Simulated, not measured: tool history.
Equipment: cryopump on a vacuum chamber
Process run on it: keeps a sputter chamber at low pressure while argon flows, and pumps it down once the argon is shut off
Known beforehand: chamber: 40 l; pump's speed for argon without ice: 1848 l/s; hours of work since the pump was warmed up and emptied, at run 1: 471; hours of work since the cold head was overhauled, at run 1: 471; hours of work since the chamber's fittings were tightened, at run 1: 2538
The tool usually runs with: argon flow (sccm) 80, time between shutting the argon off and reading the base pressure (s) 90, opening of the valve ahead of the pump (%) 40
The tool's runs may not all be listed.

run,hour,argon flow (sccm),time between shutting the argon off and reading the base pressure (s),opening of the valve ahead of the pump (%),hours of work since the pump was warmed up and emptied,hours of work since the cold head was overhauled,hours of work since the chamber's fittings were tightened,pressure while argon flows (Pa),pressure after the wait (uPa)
1,0,80,90,40,471,471,2538,0.2146,2.41
2,24.5,80,90,40,483,483,2550,0.2149,2.4
3,45.4,80,90,40,493,493,2561,0.2165,2.5
4,63.7,157,90,40,502,502,2569,0.4267,2.47
5,81.3,80,204,40,510,510,2578,0.2168,2.09
6,108.4,80,90,40,524,524,2591,0.2185,2.49
# hour 123.2: pump warmed up, emptied and cooled again
7,127.6,80,90,40,2,530,2598,0.1836,1.93
8,153.6,80,90,40,15,543,2611,0.1849,1.98
9,182.6,80,90,40,29,557,2625,0.1862,1.92
10,196,45,90,40,35,564,2631,0.1035,1.99
11,217.4,45,90,40,46,574,2642,0.1053,2.01
12,246.7,45,90,40,60,588,2656,0.1058,2.04
13,273.3,45,89,40,73,601,2669,0.1057,2.02
14,292.2,45,89,40,82,610,2678,0.1055,2.06
15,308.5,43,265,40,90,618,2686,0.1022,1.61
16,321.7,39,27,17,96,625,2692,0.2139,3.66
17,342.2,68,49,56,106,635,2702,0.117,2.66
18,357.5,68,49,56,114,642,2710,0.1164,2.67
19,381.4,59,52,40,125,654,2721,0.1414,2.58
20,399.6,148,28,30,134,663,2730,0.465,3.67
21,425.2,53,90,18,147,675,2743,0.276,2.13
22,445.2,53,90,18,156,685,2752,0.2767,2.14
23,466.2,94,46,18,167,695,2762,0.4889,2.8
24,492.4,63,31,20,179,708,2775,0.2969,3.41
25,511.2,139,38,49,188,717,2784,0.2785,3.1

Some steps in pressure while argon flows (Pa), run to run, broken into two amounts with sign: the step expected even without the hidden condition (settings, incoming material, random variation), and the rest, left for the hidden condition together with whatever gauge scatter is not in both the measured and the hidden-condition-free result:
The hidden state here: pump's speed, % of a pump's without ice; cold plate's temperature, K; leak into the chamber, uPa l/s; drift of the gauge itself on working_pa, %; drift of the gauge itself on base_upa, %.
Run 3 -> 4: argon flow (sccm) 80 -> 157. pressure while argon flows (Pa) +0.2102: hidden state +0.033, all else +0.1772.
Run 6 -> 7: pump warmed up, emptied and cooled again. pressure while argon flows (Pa) -0.0349: hidden state -0.0345, all else -0.0004.
Run 19 -> 20: argon flow (sccm) 59 -> 148, time between shutting the argon off and reading the base pressure (s) 52 -> 28, opening of the valve ahead of the pump (%) 40 -> 30. pressure while argon flows (Pa) +0.3236: hidden state +0.009, all else +0.3146.
Run 22 -> 23: argon flow (sccm) 53 -> 94, time between shutting the argon off and reading the base pressure (s) 90 -> 46. pressure while argon flows (Pa) +0.2122: hidden state +0.0053, all else +0.2069.
